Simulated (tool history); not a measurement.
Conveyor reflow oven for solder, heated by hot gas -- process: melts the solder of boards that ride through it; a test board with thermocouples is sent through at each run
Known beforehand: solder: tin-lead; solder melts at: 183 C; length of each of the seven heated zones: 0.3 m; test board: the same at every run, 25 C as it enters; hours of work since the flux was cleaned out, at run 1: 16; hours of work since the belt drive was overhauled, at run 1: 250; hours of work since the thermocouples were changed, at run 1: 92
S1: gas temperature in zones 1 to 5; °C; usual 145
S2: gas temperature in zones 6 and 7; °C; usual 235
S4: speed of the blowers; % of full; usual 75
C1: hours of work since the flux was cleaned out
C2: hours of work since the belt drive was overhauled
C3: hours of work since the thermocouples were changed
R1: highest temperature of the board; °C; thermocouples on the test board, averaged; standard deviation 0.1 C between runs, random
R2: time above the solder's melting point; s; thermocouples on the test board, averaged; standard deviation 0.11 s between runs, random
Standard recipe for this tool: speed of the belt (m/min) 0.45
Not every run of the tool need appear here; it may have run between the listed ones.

{"run": 1, "hour": 0.0, "S1": 145, "S2": 235, "speed of the belt (m/min)": 0.45, "S4": 75, "C1": 16, "C2": 250, "C3": 92, "R1": 219.7, "R2": 65.1}
{"run": 2, "hour": 30.4, "S1": 145, "S2": 238, "speed of the belt (m/min)": 0.45, "S4": 75, "C1": 32, "C2": 266, "C3": 108, "R1": 222.3, "R2": 66.9}
{"run": 3, "hour": 67.1, "S1": 145, "S2": 238, "speed of the belt (m/min)": 0.45, "S4": 75, "C1": 51, "C2": 285, "C3": 127, "R1": 222.3, "R2": 66.9}
{"run": 4, "hour": 101.9, "S1": 145, "S2": 238, "speed of the belt (m/min)": 0.45, "S4": 75, "C1": 69, "C2": 303, "C3": 145, "R1": 222.1, "R2": 66.7}
{"run": 5, "hour": 131.6, "S1": 145, "S2": 238, "speed of the belt (m/min)": 0.45, "S4": 75, "C1": 84, "C2": 318, "C3": 160, "R1": 221.9, "R2": 66.7}
{"run": 6, "hour": 164.7, "S1": 145, "S2": 238, "speed of the belt (m/min)": 0.45, "S4": 75, "C1": 101, "C2": 335, "C3": 177, "R1": 221.8, "R2": 66.4}
{"run": 7, "hour": 184.2, "S1": 145, "S2": 235, "speed of the belt (m/min)": 0.45, "S4": 58, "C1": 111, "C2": 345, "C3": 187, "R1": 213.7, "R2": 58.9}
{"run": 8, "hour": 229.5, "S1": 140, "S2": 235, "speed of the belt (m/min)": 0.45, "S4": 58, "C1": 135, "C2": 369, "C3": 211, "R1": 212.4, "R2": 55.3}
{"hour": 236.9, "done": "flux residue cleaned out of gas plates and filters"}
{"run": 9, "hour": 271.5, "S1": 145, "S2": 238, "speed of the belt (m/min)": 0.469, "S4": 75, "C1": 18, "C2": 388, "C3": 230, "R1": 219.3, "R2": 61.7}
{"hour": 308.0, "done": "flux residue cleaned out of gas plates and filters, once more"}
{"run": 10, "hour": 318.9, "S1": 145, "S2": 238, "speed of the belt (m/min)": 0.469, "S4": 75, "C1": 6, "C2": 410, "C3": 252, "R1": 221, "R2": 63.5}
{"run": 11, "hour": 340.4, "S1": 146, "S2": 239, "speed of the belt (m/min)": 0.364, "S4": 77, "C1": 17, "C2": 421, "C3": 263, "R1": 229.7, "R2": 89.8}
{"run": 12, "hour": 386.0, "S1": 136, "S2": 244, "speed of the belt (m/min)": 0.496, "S4": 75, "C1": 40, "C2": 444, "C3": 286, "R1": 222.4, "R2": 57.2}
{"run": 13, "hour": 415.6, "S1": 145, "S2": 235, "speed of the belt (m/min)": 0.45, "S4": 58, "C1": 56, "C2": 460, "C3": 302, "R1": 214.1, "R2": 59.5}
{"run": 14, "hour": 449.5, "S1": 153, "S2": 225, "speed of the belt (m/min)": 0.45, "S4": 75, "C1": 73, "C2": 477, "C3": 319, "R1": 212.2, "R2": 63}
{"run": 15, "hour": 475.6, "S1": 153, "S2": 225, "speed of the belt (m/min)": 0.45, "S4": 75, "C1": 87, "C2": 491, "C3": 333, "R1": 212.2, "R2": 63}
{"run": 16, "hour": 498.0, "S1": 145, "S2": 235, "speed of the belt (m/min)": 0.47, "S4": 55, "C1": 98, "C2": 502, "C3": 344, "R1": 210.8, "R2": 53.2}

Alternative continuations, all from the tool just after run 16; predict every row:
{"run": "A", "hour": 520.7, "S1": 145, "S2": 235, "speed of the belt (m/min)": 0.45, "S4": 73, "C1": 110, "C2": 514, "C3": 356, "R1": "?", "R2": "?"}
{"run": "B", "hour": 520.7, "S1": 145, "S2": 230, "speed of the belt (m/min)": 0.47, "S4": 55, "C1": 110, "C2": 514, "C3": 356, "R1": "?", "R2": "?"}
{"run": "C", "hour": 520.7, "S1": 150, "S2": 235, "speed of the belt (m/min)": 0.501, "S4": 75, "C1": 110, "C2": 514, "C3": 356, "R1": "?", "R2": "?"}
{"run": "D", "hour": 520.7, "S1": 149, "S2": 235, "speed of the belt (m/min)": 0.45, "S4": 75, "C1": 110, "C2": 514, "C3": 356, "R1": "?", "R2": "?"}

run=A R1=218.5 R2=64.3
run=B R1=206.8 R2=48.7
run=C R1=216.9 R2=57.7
run=D R1=219.8 R2=67
Stripped of hidden state, with their random variation kept, the same runs would have yielded:
run=A R1=219.2 R2=64.2
run=B R1=207.3 R2=48.9
run=C R1=217.7 R2=57.8
run=D R1=220.5 R2=66.8
